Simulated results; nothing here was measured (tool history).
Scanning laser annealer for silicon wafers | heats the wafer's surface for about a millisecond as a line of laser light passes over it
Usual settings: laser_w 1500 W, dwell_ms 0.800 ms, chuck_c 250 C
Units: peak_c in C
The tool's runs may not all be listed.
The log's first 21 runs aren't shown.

run	day	laser_w	dwell_ms	chuck_c	hours of work since the window was cleaned	hours of work since the power meter was calibrated	hours of work since the optics were aligned	peak_c
# day 10.862: optics aligned, line set to its width
22	10.912	1390	0.800	250	544	293	1	886
23	11.554	1500	0.800	262	551	301	8	967
24	12.075	1598	0.800	248	558	307	15	1013
25	12.700	1598	0.800	248	565	315	22	1014
26	13.296	1598	0.800	248	573	322	30	1016
27	13.929	1598	0.800	248	580	330	37	1013
28	14.521	1598	0.800	248	588	337	45	1015
29	15.146	1578	0.714	277	595	344	52	991
30	15.579	1294	0.799	222	601	350	58	801
31	16.154	1463	0.691	283	608	357	65	922
32	16.817	1293	0.691	231	616	365	73	772
33	17.279	1293	0.691	219	621	371	78	763
34	17.992	1293	0.691	219	630	379	87	760
35	18.462	1293	0.691	219	636	385	93	760
36	18.850	1580	0.629	243	641	390	97	919
37	19.483	1580	0.629	243	648	397	105	916
38	20.208	1349	0.590	248	657	406	114	777
39	20.912	1548	0.979	219	666	415	123	1027
40	21.325	1548	0.979	219	671	420	128	1025
41	21.917	1540	0.929	232	678	427	135	1014
42	22.629	1616	0.800	250	687	436	144	1025

3 ways to go on from here, each from the tool as it stands after run 42. What would each give?
A	23.196	1500	0.663	250	694	443	151	?
B	23.196	1500	0.981	239	694	443	151	?
C	23.196	1403	0.800	250	694	443	151	?

run	peak_c
A	896
B	1016
C	897
Without the tool's hidden state the same runs would have given:
run	peak_c
A	897
B	1016
C	897
